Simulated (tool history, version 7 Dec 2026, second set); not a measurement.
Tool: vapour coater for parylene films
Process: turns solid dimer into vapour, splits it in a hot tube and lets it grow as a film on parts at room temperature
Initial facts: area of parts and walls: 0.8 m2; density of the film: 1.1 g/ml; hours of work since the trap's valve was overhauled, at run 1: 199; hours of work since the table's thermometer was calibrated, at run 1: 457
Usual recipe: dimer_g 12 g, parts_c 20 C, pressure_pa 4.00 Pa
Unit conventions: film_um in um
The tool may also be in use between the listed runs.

run,hour,dimer_g,parts_c,pressure_pa,hours of work since the trap's valve was overhauled,hours of work since the table's thermometer was calibrated,film_um
1,0.0,12,20,4.00,199,457,9.38
2,14.9,12,24,4.00,206,464,8.64
3,27.3,12,24,4.00,211,469,8.67
4,46.0,12,24,4.00,220,478,8.57
5,69.4,5,20,4.00,231,489,3.81
6,87.5,5,20,4.00,239,497,3.91
7,99.0,5,20,4.00,245,503,3.87
8,118.1,9,22,6.69,254,512,6.20
9,142.8,9,22,6.69,265,523,6.31
10,167.8,9,22,6.69,277,535,6.35
11,181.9,9,22,6.69,283,541,6.28
12,208.0,9,26,6.69,295,553,5.97

Each row is a separate what-if for the run after 12, all from the same tool condition, not one after another. Results?
A,234.7,19,14,6.69,308,566,?
B,234.7,11,25,2.46,308,566,?
C,234.7,12,20,2.81,308,566,?
D,234.7,9,15,3.07,308,566,?
E,234.7,9,23,4.75,308,566,?

run,film_um
A,15.65
B,8.10
C,9.60
D,7.95
E,6.37
Take away the tool's hidden state, keep each run's random variation, and the runs would have read:
run,film_um
A,15.71
B,8.13
C,9.63
D,7.98
E,6.39

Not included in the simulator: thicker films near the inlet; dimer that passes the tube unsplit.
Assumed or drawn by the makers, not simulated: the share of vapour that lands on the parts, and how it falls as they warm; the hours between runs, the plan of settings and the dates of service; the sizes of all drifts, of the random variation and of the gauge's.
